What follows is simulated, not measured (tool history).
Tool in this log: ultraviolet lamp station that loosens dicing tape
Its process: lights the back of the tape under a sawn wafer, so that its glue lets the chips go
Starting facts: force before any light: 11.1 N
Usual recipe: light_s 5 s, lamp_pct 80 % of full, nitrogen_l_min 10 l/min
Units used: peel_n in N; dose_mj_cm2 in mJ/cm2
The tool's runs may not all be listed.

run	day	light_s	lamp_pct	nitrogen_l_min	peel_n	dose_mj_cm2
1	0.000	5	80	10	0.565	279
2	1.938	5	67	10	0.900	238
3	3.833	5	67	10	0.902	236
4	5.438	5	67	10	0.891	230
5	6.271	5	80	10	0.565	277
6	7.871	5	80	10	0.571	269
7	8.912	5	80	10	0.579	275
8	9.921	5	80	10	0.613	275
9	11.433	5	80	10	0.613	275
10	12.438	8	80	10	0.155	428
11	13.646	5	80	4	1.205	266
12	14.483	10	80	4	0.164	541
13	16.058	10	80	4	0.174	535
14	17.338	6	93	19	0.159	371
15	18.833	6	93	19	0.155	372
16	20.696	7	71	19	0.229	328

Consider 3 possible next runs. They are alternatives, not a sequence: every one starts from the tool as it was left by run 16. What does each give?
A	21.871	5	80	15	?	?
B	21.871	2	64	6	?	?
C	21.871	10	79	19	?	?

run	peel_n	dose_mj_cm2
A	0.495	266
B	4.890	85
C	0.065	525
Without the tool's hidden state the same runs would have given:
run	peel_n	dose_mj_cm2
A	0.330	305
B	4.351	97
C	0.056	601
